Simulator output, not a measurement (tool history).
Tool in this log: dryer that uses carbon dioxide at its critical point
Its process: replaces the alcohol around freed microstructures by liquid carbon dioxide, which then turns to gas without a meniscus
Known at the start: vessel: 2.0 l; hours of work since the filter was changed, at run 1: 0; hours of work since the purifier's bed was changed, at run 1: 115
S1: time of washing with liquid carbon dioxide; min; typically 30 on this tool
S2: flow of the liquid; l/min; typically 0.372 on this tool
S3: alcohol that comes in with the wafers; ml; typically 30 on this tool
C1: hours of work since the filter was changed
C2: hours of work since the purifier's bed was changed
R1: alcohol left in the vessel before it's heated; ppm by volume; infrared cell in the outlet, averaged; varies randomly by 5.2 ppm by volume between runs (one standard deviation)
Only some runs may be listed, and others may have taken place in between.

run 1 hour=0.0 | S1=30 S2=0.372 S3=30 | C1=0 C2=115 | R1=123
run 2 hour=7.9 | S1=30 S2=0.372 S3=30 | C1=3 C2=118 | R1=129
run 3 hour=20.4 | S1=30 S2=0.372 S3=30 | C1=8 C2=123 | R1=124
run 4 hour=26.0 | S1=20 S2=0.372 S3=30 | C1=10 C2=125 | R1=574
run 5 hour=32.1 | S1=20 S2=0.372 S3=30 | C1=13 C2=127 | R1=550
run 6 hour=43.5 | S1=20 S2=0.372 S3=30 | C1=17 C2=132 | R1=574
run 7 hour=50.5 | S1=30 S2=0.229 S3=30 | C1=20 C2=135 | R1=700
run 8 hour=61.6 | S1=30 S2=0.464 S3=30 | C1=25 C2=139 | R1=68
run 9 hour=70.2 | S1=30 S2=0.464 S3=30 | C1=28 C2=143 | R1=64
run 10 hour=78.4 | S1=30 S2=0.464 S3=30 | C1=31 C2=146 | R1=64
run 11 hour=86.2 | S1=30 S2=0.464 S3=30 | C1=34 C2=149 | R1=70
run 12 hour=93.9 | S1=30 S2=0.464 S3=30 | C1=37 C2=152 | R1=62
run 13 hour=104.0 | S1=30 S2=0.356 S3=30 | C1=41 C2=156 | R1=156
run 14 hour=112.5 | S1=21 S2=0.372 S3=30 | C1=45 C2=159 | R1=508
run 15 hour=120.6 | S1=21 S2=0.372 S3=30 | C1=48 C2=163 | R1=498
run 16 hour=131.3 | S1=21 S2=0.372 S3=30 | C1=52 C2=167 | R1=518
run 17 hour=137.1 | S1=28 S2=0.323 S3=30 | C1=55 C2=169 | R1=305
run 18 hour=147.8 | S1=25 S2=0.372 S3=21 | C1=59 C2=173 | R1=207
run 19 hour=160.8 | S1=29 S2=0.372 S3=49 | C1=64 C2=179 | R1=250
run 20 hour=167.7 | S1=30 S2=0.504 S3=97 | C1=67 C2=181 | R1=109

Estimate the outcome of run 21 from the log above:
run 21 hour=180.0 | S1=30 S2=0.372 S3=34 | C1=72 C2=186 | R1=?

Run 21 produced R1 159 ppm by volume.
With no hidden state in the tool, this same run would have given R1 113 ppm by volume.
